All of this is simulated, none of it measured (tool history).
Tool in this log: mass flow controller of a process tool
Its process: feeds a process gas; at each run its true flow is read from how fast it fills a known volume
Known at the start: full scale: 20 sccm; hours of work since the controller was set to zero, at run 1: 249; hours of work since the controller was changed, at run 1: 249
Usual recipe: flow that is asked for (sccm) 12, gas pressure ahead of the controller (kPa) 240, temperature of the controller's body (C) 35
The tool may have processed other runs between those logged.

| run | hour | flow that is asked for (sccm) | gas pressure ahead of the controller (kPa) | temperature of the controller's body (C) | hours of work since the controller was set to zero | hours of work since the controller was changed | true flow (%) |
|---|---|---|---|---|---|---|---|
| 1 | 0.0 | 12 | 240 | 35 | 249 | 249 | 99.23 |
| 2 | 66.9 | 12 | 240 | 35 | 299 | 299 | 99.19 |
| 3 | 107.9 | 12 | 240 | 35 | 330 | 330 | 98.93 |
| 4 | 172.5 | 12 | 186 | 35 | 378 | 378 | 99.35 |
| 5 | 250.7 | 12 | 145 | 35 | 437 | 437 | 99.59 |
| 6 | 331.1 | 12 | 240 | 35 | 497 | 497 | 98.99 |
| 7 | 414.8 | 12 | 240 | 35 | 560 | 560 | 99.07 |
| 8 | 454.8 | 12 | 240 | 35 | 590 | 590 | 99.17 |
| 9 | 510.0 | 12 | 240 | 35 | 631 | 631 | 99.03 |
| 10 | 599.1 | 12 | 240 | 35 | 698 | 698 | 98.97 |
| 11 | 661.4 | 12 | 240 | 35 | 745 | 745 | 98.91 |
| 12 | 738.2 | 12 | 240 | 35 | 803 | 803 | 98.95 |
| 13 | 800.1 | 12 | 229 | 35 | 849 | 849 | 98.99 |
| 14 | 843.3 | 12 | 229 | 35 | 881 | 881 | 99.00 |
| 15 | 895.1 | 12 | 229 | 35 | 920 | 920 | 98.98 |
| 16 | 987.2 | 12 | 229 | 35 | 989 | 989 | 98.85 |
| 17 | 1074.8 | 12 | 277 | 35 | 1055 | 1055 | 98.73 |
| 18 | 1144.5 | 12 | 277 | 30 | 1107 | 1107 | 98.66 |
| 19 | 1187.0 | 12 | 277 | 30 | 1139 | 1139 | 98.50 |
| 20 | 1253.6 | 12 | 277 | 30 | 1189 | 1189 | 98.61 |
| 21 | 1331.7 | 12 | 240 | 40 | 1248 | 1248 | 98.88 |
| 22 | 1414.6 | 12 | 240 | 40 | 1310 | 1310 | 98.91 |
| 23 | 1503.5 | 7 | 240 | 40 | 1377 | 1377 | 98.16 |
| 24 | 1554.1 | 7 | 240 | 40 | 1415 | 1415 | 98.08 |
| 25 | 1622.8 | 4 | 240 | 30 | 1466 | 1466 | 97.02 |
| 26 | 1669.6 | 13 | 219 | 35 | 1501 | 1501 | 98.77 |
| 27 | 1757.3 | 13 | 219 | 35 | 1567 | 1567 | 98.80 |
| 28 | 1836.2 | 7 | 240 | 35 | 1626 | 1626 | 97.84 |
| 29 | 1927.1 | 7 | 240 | 35 | 1695 | 1695 | 97.78 |
| 30 | 1986.0 | 8 | 151 | 23 | 1739 | 1739 | 98.01 |
| 31 | 2029.5 | 8 | 151 | 23 | 1771 | 1771 | 98.04 |
| 32 | 2084.2 | 8 | 151 | 23 | 1812 | 1812 | 98.18 |
| 33 | 2176.0 | 8 | 151 | 23 | 1881 | 1881 | 97.97 |
| 34 | 2217.1 | 8 | 151 | 23 | 1912 | 1912 | 97.99 |
| 35 | 2301.3 | 14 | 214 | 36 | 1975 | 1975 | 98.84 |
| 36 | 2353.9 | 14 | 165 | 36 | 2015 | 2015 | 99.03 |
| 37 | 2423.1 | 14 | 240 | 22 | 2067 | 2067 | 98.46 |
| 38 | 2467.6 | 14 | 240 | 22 | 2100 | 2100 | 98.44 |
| 39 | 2558.3 | 2 | 173 | 20 | 2168 | 2168 | 94.21 |
| 40 | 2625.2 | 15 | 240 | 35 | 2218 | 2218 | 98.93 |
| 41 | 2708.0 | 15 | 277 | 27 | 2280 | 2280 | 98.48 |
| 42 | 2770.4 | 12 | 240 | 28 | 2327 | 2327 | 98.28 |
| 43 | 2850.0 | 12 | 240 | 28 | 2387 | 2387 | 98.15 |
| 44 | 2933.0 | 12 | 240 | 28 | 2449 | 2449 | 98.13 |
| 45 | 3009.0 | 3 | 240 | 28 | 2506 | 2506 | 95.04 |
| 46 | 3089.1 | 3 | 240 | 28 | 2566 | 2566 | 95.01 |
| 47 | 3143.6 | 12 | 270 | 35 | 2607 | 2607 | 98.27 |
| 48 | 3198.3 | 9 | 248 | 35 | 2648 | 2648 | 97.75 |

Below are 5 alternative next runs, each starting from the tool's condition after run 48. Predict each:
| A | 3264.7 | 13 | 248 | 35 | 2698 | 2698 | ? |
| B | 3264.7 | 5 | 210 | 21 | 2698 | 2698 | ? |
| C | 3264.7 | 4 | 248 | 23 | 2698 | 2698 | ? |
| D | 3264.7 | 8 | 239 | 35 | 2698 | 2698 | ? |
| E | 3264.7 | 9 | 261 | 33 | 2698 | 2698 | ? |

| run | true flow (%) |
|---|---|
| A | 98.25 |
| B | 96.37 |
| C | 95.65 |
| D | 97.46 |
| E | 97.47 |
Take away the tool's hidden state, keep each run's random variation, and the runs would have read:
| run | true flow (%) |
|---|---|
| A | 99.40 |
| B | 98.74 |
| C | 98.51 |
| D | 99.09 |
| E | 98.97 |
